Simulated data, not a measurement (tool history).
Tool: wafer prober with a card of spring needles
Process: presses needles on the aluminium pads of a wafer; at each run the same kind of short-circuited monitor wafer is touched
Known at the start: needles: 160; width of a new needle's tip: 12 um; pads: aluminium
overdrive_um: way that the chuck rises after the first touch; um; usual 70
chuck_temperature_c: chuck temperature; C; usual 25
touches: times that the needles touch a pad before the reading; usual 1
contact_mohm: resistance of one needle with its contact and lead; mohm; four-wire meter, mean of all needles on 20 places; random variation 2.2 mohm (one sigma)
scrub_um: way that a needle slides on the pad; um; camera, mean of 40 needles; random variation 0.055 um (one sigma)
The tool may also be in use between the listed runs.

run   hour  overdrive_um  chuck_temperature_c  touches  contact_mohm  scrub_um
  1    0.0            70                   25        1           282     17.63
      20.6  -- tips cleaned on abrasive film
  2   40.7            70                   25        1           321     17.70
      43.9  -- tips cleaned on abrasive film
      68.3  -- tips cleaned on abrasive film
  3   79.2            70                   25        1           312     17.57
      91.6  -- tips cleaned on abrasive film
     116.7  -- tips cleaned on abrasive film
  4  121.5            70                   25        1           285     17.52
     126.1  -- height of the first contact set anew
     141.3  -- tips cleaned on abrasive film
  5  151.0            70                   25        1           314     17.13
     167.2  -- tips cleaned on abrasive film
  6  181.6            70                   25        1           322     17.02
     191.2  -- tips cleaned on abrasive film
     216.9  -- tips cleaned on abrasive film
  7  218.8            63                   25        1           272     15.29
     240.6  -- tips cleaned on abrasive film
  8  245.7            63                   25        1           310     15.27
     264.7  -- tips cleaned on abrasive film
  9  280.6            63                   25        1           342     15.13
     288.6  -- tips cleaned on abrasive film
     313.1  -- tips cleaned on abrasive film
 10  315.0            70                   89        1           286     16.88
     339.8  -- tips cleaned on abrasive film
 11  342.0            85                   25        1           261     20.79
     363.8  -- tips cleaned on abrasive film
     379.7  -- height of the first contact set anew, once more
 12  379.7            63                   49        3           280     16.46
     390.5  -- tips cleaned on abrasive film
     413.3  -- tips cleaned on abrasive film
 13  415.2            63                  102        2           284     16.31
     436.1  -- tips cleaned on abrasive film
 14  441.4            74                   62        3           268     19.33
     461.9  -- tips cleaned on abrasive film
     487.9  -- tips cleaned on abrasive film
 15  491.0            69                   38        3           262     17.93
     510.6  -- tips cleaned on abrasive film
     534.8  -- tips cleaned on abrasive film
 16  540.0            60                   98        2           294     15.50
     558.2  -- tips cleaned on abrasive film
 17  561.3            60                   98        2           292     15.47
     581.2  -- tips cleaned on abrasive film
 18  582.2            60                   54        3           259     15.35
     607.3  -- tips cleaned on abrasive film
 19  616.4            82                   54        3           263     21.19
     631.3  -- tips cleaned on abrasive film
     654.2  -- tips cleaned on abrasive film
 20  654.2            70                   31        1           250     17.85
     677.3  -- tips cleaned on abrasive film
 21  694.9            70                   31        1           330     17.90
     702.5  -- tips cleaned on abrasive film
 22  721.7            56                   34        2           318     14.23

Forecast each of these 4 alternatives for the next run:
     729.2  -- tips cleaned on abrasive film
     754.6  -- tips cleaned on abrasive film
  A  761.6            67                   25        1             ?         ?
     729.2  -- tips cleaned on abrasive film
     754.6  -- tips cleaned on abrasive film
  B  761.6            81                   33        1             ?         ?
     729.2  -- tips cleaned on abrasive film
     754.6  -- tips cleaned on abrasive film
  C  761.6            56                   99        2             ?         ?
     729.2  -- tips cleaned on abrasive film
     754.6  -- tips cleaned on abrasive film
  D  761.6            56                  101        2             ?         ?

run  contact_mohm  scrub_um
  A           302     17.08
  B           287     20.75
  C           309     14.18
  D           312     14.24
Without the tool's hidden state the same runs would have given:
run  contact_mohm  scrub_um
  A           243     17.54
  B           244     21.20
  C           266     14.63
  D           268     14.69

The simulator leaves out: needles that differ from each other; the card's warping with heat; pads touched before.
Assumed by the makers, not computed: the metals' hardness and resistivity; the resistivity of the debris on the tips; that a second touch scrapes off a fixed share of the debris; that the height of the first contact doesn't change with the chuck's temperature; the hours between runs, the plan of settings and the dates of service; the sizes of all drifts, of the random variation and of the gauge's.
